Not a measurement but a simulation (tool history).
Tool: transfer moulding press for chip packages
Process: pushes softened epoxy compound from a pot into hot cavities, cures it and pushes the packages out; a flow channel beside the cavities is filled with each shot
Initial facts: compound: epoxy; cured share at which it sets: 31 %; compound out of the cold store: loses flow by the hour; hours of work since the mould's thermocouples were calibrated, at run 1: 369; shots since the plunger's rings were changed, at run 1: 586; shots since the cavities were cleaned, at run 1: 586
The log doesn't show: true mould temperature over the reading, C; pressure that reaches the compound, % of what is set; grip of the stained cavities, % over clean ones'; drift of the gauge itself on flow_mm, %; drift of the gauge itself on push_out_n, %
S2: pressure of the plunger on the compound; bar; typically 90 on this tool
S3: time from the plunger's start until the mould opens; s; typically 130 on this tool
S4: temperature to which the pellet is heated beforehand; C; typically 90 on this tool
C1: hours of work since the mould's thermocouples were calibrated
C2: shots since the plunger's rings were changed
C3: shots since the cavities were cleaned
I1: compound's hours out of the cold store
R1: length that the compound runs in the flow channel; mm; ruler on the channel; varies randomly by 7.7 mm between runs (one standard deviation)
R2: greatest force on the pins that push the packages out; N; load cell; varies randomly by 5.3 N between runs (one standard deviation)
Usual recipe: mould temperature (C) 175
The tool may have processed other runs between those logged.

run 1 hour=0 | mould_temperature_(C)=175 S2=90 S3=130 S4=90 | C1=369 C2=586 C3=586 | I1=38.5 | R1=835 R2=228
-- hour=18.8 cavities cleaned with cleaning compound and waxed
run 2 hour=30.6 | mould_temperature_(C)=175 S2=90 S3=130 S4=90 | C1=381 C2=767 C3=73 | I1=9.4 | R1=1012 R2=182
run 3 hour=63.4 | mould_temperature_(C)=175 S2=90 S3=130 S4=90 | C1=394 C2=972 C3=278 | I1=31 | R1=888 R2=208
run 4 hour=112.2 | mould_temperature_(C)=175 S2=90 S3=130 S4=90 | C1=414 C2=1277 C3=583 | I1=27.9 | R1=899 R2=239
-- hour=130.1 cavities cleaned with cleaning compound and waxed
run 5 hour=162.4 | mould_temperature_(C)=175 S2=90 S3=130 S4=86 | C1=434 C2=1582 C3=203 | I1=35.8 | R1=846 R2=215
run 6 hour=210.2 | mould_temperature_(C)=175 S2=90 S3=130 S4=86 | C1=453 C2=1880 C3=501 | I1=30.4 | R1=863 R2=240
-- hour=240.2 cavities cleaned with cleaning compound and waxed
run 7 hour=247.7 | mould_temperature_(C)=175 S2=90 S3=130 S4=88 | C1=468 C2=2105 C3=47 | I1=18.6 | R1=912 R2=183
run 8 hour=287.4 | mould_temperature_(C)=175 S2=90 S3=130 S4=88 | C1=484 C2=2353 C3=295 | I1=34.1 | R1=830 R2=221
run 9 hour=326.7 | mould_temperature_(C)=175 S2=90 S3=130 S4=88 | C1=500 C2=2598 C3=540 | I1=24.9 | R1=871 R2=234
-- hour=354.1 cavities cleaned with cleaning compound and waxed
run 10 hour=371.9 | mould_temperature_(C)=175 S2=90 S3=130 S4=88 | C1=518 C2=2871 C3=111 | I1=21.8 | R1=883 R2=203
run 11 hour=400.7 | mould_temperature_(C)=175 S2=90 S3=130 S4=88 | C1=529 C2=3051 C3=291 | I1=9.9 | R1=945 R2=226
-- hour=432.6 plunger's sealing rings changed
run 12 hour=457.1 | mould_temperature_(C)=175 S2=103 S3=130 S4=90 | C1=551 C2=153 C3=628 | I1=45.7 | R1=880 R2=238
-- hour=466.1 cavities cleaned with cleaning compound and waxed
run 13 hour=514.9 | mould_temperature_(C)=175 S2=90 S3=140 S4=90 | C1=574 C2=505 C3=305 | I1=23.8 | R1=923 R2=208
run 14 hour=545.8 | mould_temperature_(C)=175 S2=90 S3=130 S4=90 | C1=587 C2=698 C3=498 | I1=46.9 | R1=786 R2=236
-- hour=578.5 cavities cleaned with cleaning compound and waxed
run 15 hour=606.1 | mould_temperature_(C)=174 S2=81.9 S3=130 S4=90 | C1=610 C2=1065 C3=173 | I1=34.9 | R1=815 R2=203
run 16 hour=635 | mould_temperature_(C)=174 S2=81.9 S3=130 S4=90 | C1=622 C2=1245 C3=353 | I1=35 | R1=807 R2=233
run 17 hour=678.3 | mould_temperature_(C)=174 S2=81.9 S3=130 S4=90 | C1=640 C2=1516 C3=624 | I1=24.3 | R1=855 R2=252
-- hour=688.6 cavities cleaned with cleaning compound and waxed
run 18 hour=739.1 | mould_temperature_(C)=174 S2=86.4 S3=130 S4=96 | C1=664 C2=1886 C3=315 | I1=46.2 | R1=773 R2=223
run 19 hour=774 | mould_temperature_(C)=174 S2=86.4 S3=130 S4=96 | C1=678 C2=2104 C3=533 | I1=46.4 | R1=762 R2=231
-- hour=799.7 cavities cleaned with cleaning compound and waxed
run 20 hour=819.3 | mould_temperature_(C)=175 S2=90 S3=115 S4=99 | C1=696 C2=2378 C3=123 | I1=9.4 | R1=973 R2=205
run 21 hour=861.8 | mould_temperature_(C)=175 S2=105.5 S3=117 S4=87 | C1=713 C2=2643 C3=388 | I1=10.1 | R1=1040 R2=249
run 22 hour=890.7 | mould_temperature_(C)=175 S2=98.8 S3=117 S4=87 | C1=725 C2=2823 C3=568 | I1=14.4 | R1=986 R2=258
-- hour=909 cavities cleaned with cleaning compound and waxed
run 23 hour=936.6 | mould_temperature_(C)=175 S2=98.8 S3=117 S4=87 | C1=743 C2=3101 C3=172 | I1=23.1 | R1=921 R2=215
-- hour=944.7 mould's thermocouples calibrated
-- hour=965.1 plunger's sealing rings changed
run 24 hour=989.5 | mould_temperature_(C)=175 S2=98.8 S3=117 S4=87 | C1=17 C2=153 C3=475 | I1=47.7 | R1=843 R2=251
-- hour=1025.8 cavities cleaned with cleaning compound and waxed
run 25 hour=1037.6 | mould_temperature_(C)=175 S2=98.8 S3=117 S4=87 | C1=36 C2=444 C3=74 | I1=8.4 | R1=1065 R2=205
run 26 hour=1092.8 | mould_temperature_(C)=175 S2=98.8 S3=117 S4=87 | C1=59 C2=788 C3=418 | I1=9.2 | R1=1053 R2=254
run 27 hour=1129.2 | mould_temperature_(C)=175 S2=98.8 S3=117 S4=87 | C1=73 C2=1015 C3=645 | I1=9.5 | R1=1042 R2=276

Below are 4 alternative next runs, each starting from the tool's condition after run 27. Predict each:
-- hour=1139.4 cavities cleaned with cleaning compound and waxed
run A hour=1165.7 | mould_temperature_(C)=175 S2=83.9 S3=161 S4=93 | C1=88 C2=1234 C3=164 | I1=43.9 | R1=? R2=?
-- hour=1139.4 cavities cleaned with cleaning compound and waxed
run B hour=1165.7 | mould_temperature_(C)=177 S2=98.8 S3=114 S4=88 | C1=88 C2=1234 C3=164 | I1=30.2 | R1=? R2=?
-- hour=1139.4 cavities cleaned with cleaning compound and waxed
run C hour=1165.7 | mould_temperature_(C)=169 S2=98.8 S3=118 S4=87 | C1=88 C2=1234 C3=164 | I1=23.3 | R1=? R2=?
-- hour=1139.4 cavities cleaned with cleaning compound and waxed
run D hour=1165.7 | mould_temperature_(C)=180 S2=98.8 S3=117 S4=96 | C1=88 C2=1234 C3=164 | I1=46.3 | R1=? R2=?

run=A R1=774 R2=198
run=B R1=919 R2=203
run=C R1=992 R2=311
run=D R1=800 R2=201
Stripped of hidden state, with their random variation kept, the same runs would have yielded:
run=A R1=794 R2=171
run=B R1=942 R2=176
run=C R1=1018 R2=274
run=D R1=820 R2=173
